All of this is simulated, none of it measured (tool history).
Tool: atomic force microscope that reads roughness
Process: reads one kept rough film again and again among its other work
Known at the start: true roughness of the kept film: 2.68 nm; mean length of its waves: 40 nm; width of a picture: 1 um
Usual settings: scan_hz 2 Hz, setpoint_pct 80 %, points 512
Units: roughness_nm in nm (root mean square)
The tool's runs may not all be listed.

Run 1, hour 0: usual settings. Result: roughness_nm 1.818 nm (root mean square).
At hour 10: new tip fitted.
Run 2, hour 35.5: usual settings but setpoint_pct 86 %. Result: roughness_nm 1.911 nm (root mean square).
Run 3, hour 76.2: usual settings but setpoint_pct 86 %. Result: roughness_nm 1.84 nm (root mean square).
Run 4, hour 110.7: usual settings but setpoint_pct 86 %. Result: roughness_nm 1.741 nm (root mean square).
At hour 138.6: new tip fitted.
Run 5, hour 154.1: usual settings but setpoint_pct 76 %. Result: roughness_nm 2.132 nm (root mean square).
Run 6, hour 175.5: usual settings but setpoint_pct 76 %. Result: roughness_nm 2.093 nm (root mean square).
Run 7, hour 195.3: usual settings. Result: roughness_nm 1.96 nm (root mean square).
Run 8, hour 221.5: usual settings. Result: roughness_nm 1.893 nm (root mean square).
Run 9, hour 260.6: usual settings but setpoint_pct 72 %. Result: roughness_nm 1.924 nm (root mean square).
At hour 264.1: new tip fitted.
Run 10, hour 292.5: usual settings but points 741. Result: roughness_nm 2.019 nm (root mean square).
Run 11, hour 321.7: usual settings but points 741. Result: roughness_nm 1.962 nm (root mean square).
At hour 324.6: height scale calibrated on a step standard.
Run 12, hour 367.1: usual settings but points 741. Result: roughness_nm 1.872 nm (root mean square).
At hour 392.1: new tip fitted.
Run 13, hour 395.5: usual settings but points 671. Result: roughness_nm 2.119 nm (root mean square).
At hour 406: height scale calibrated on a step standard, once more.
Run 14, hour 442.5: usual settings but points 704. Result: roughness_nm 1.974 nm (root mean square).
Run 15, hour 462.8: usual settings but points 704. Result: roughness_nm 1.905 nm (root mean square).
Run 16, hour 485.5: usual settings but points 704. Result: roughness_nm 1.851 nm (root mean square).
At hour 518.3: new tip fitted.
Run 17, hour 518.3: usual settings but scan_hz 3.19 Hz, setpoint_pct 57 %, points 704. Result: roughness_nm 2.346 nm (root mean square).
Run 18, hour 537.7: usual settings but setpoint_pct 67 %, points 277. Result: roughness_nm 2.213 nm (root mean square).
Run 19, hour 576.5: usual settings but scan_hz 2.24 Hz, setpoint_pct 57 %, points 509. Result: roughness_nm 2.234 nm (root mean square).
Run 20, hour 597.1: usual settings but scan_hz 0.65 Hz, setpoint_pct 59 %, points 351. Result: roughness_nm 2.238 nm (root mean square).
Run 21, hour 625.7: usual settings but scan_hz 3.71 Hz, setpoint_pct 70 %, points 379. Result: roughness_nm 1.805 nm (root mean square).
At hour 646.2: new tip fitted.
Run 22, hour 670: usual settings but scan_hz 1.07 Hz, setpoint_pct 70 %, points 379. Result: roughness_nm 2.299 nm (root mean square).
Run 23, hour 716.2: usual settings but scan_hz 1.74 Hz, setpoint_pct 59 %, points 283. Result: roughness_nm 2.19 nm (root mean square).
Run 24, hour 758.8: usual settings but scan_hz 2.53 Hz, setpoint_pct 76 %. Result: roughness_nm 1.812 nm (root mean square).
At hour 773.2: new tip fitted.
Run 25, hour 804.6: usual settings but scan_hz 0.57 Hz, setpoint_pct 86 %. Result: roughness_nm 2.268 nm (root mean square).
Run 26, hour 826.8: usual settings but scan_hz 0.57 Hz, setpoint_pct 71 %. Result: roughness_nm 2.293 nm (root mean square).
Run 27, hour 862.8: usual settings but scan_hz 0.6 Hz, setpoint_pct 61 %, points 342. Result: roughness_nm 2.211 nm (root mean square).
Run 28, hour 882.3: usual settings but scan_hz 0.6 Hz, setpoint_pct 61 %, points 342. Result: roughness_nm 2.191 nm (root mean square).
At hour 899.3: new tip fitted.
Run 29, hour 926.7: usual settings but scan_hz 1.02 Hz, setpoint_pct 55 %, points 590. Result: roughness_nm 2.41 nm (root mean square).
Run 30, hour 949.9: usual settings but scan_hz 1.02 Hz, setpoint_pct 55 %, points 590. Result: roughness_nm 2.329 nm (root mean square).
Run 31, hour 978: usual settings but scan_hz 1.02 Hz, setpoint_pct 83 %, points 438. Result: roughness_nm 2.035 nm (root mean square).

Some steps in roughness_nm between neighbouring runs. How much of each would the tool show without its hidden state too (settings, what came in, random variation), and how much is left for the hidden state, with any gauge scatter that isn't in both results?
The hidden state here: radius of the tip, nm; height scale over the true one, %; drift of the gauge itself on roughness_nm, %.
Run 9 -> 10: setpoint_pct 72 -> 80, points 512 -> 741, new tip fitted. roughness_nm +0.095 nm (root mean square): hidden state +0.261, all else -0.166.
Run 12 -> 13: points 741 -> 671, new tip fitted. roughness_nm +0.247 nm (root mean square): hidden state +0.252, all else -0.005.
Run 16 -> 17: scan_hz 2 -> 3.19, setpoint_pct 80 -> 57, new tip fitted. roughness_nm +0.495 nm (root mean square): hidden state +0.23, all else +0.265.
Run 21 -> 22: scan_hz 3.71 -> 1.07, new tip fitted. roughness_nm +0.494 nm (root mean square): hidden state +0.189, all else +0.305.
Run 24 -> 25: scan_hz 2.53 -> 0.57, setpoint_pct 76 -> 86, new tip fitted. roughness_nm +0.456 nm (root mean square): hidden state +0.166, all else +0.29.
Run 28 -> 29: scan_hz 0.6 -> 1.02, setpoint_pct 61 -> 55, points 342 -> 590, new tip fitted. roughness_nm +0.219 nm (root mean square): hidden state +0.233, all else -0.014.

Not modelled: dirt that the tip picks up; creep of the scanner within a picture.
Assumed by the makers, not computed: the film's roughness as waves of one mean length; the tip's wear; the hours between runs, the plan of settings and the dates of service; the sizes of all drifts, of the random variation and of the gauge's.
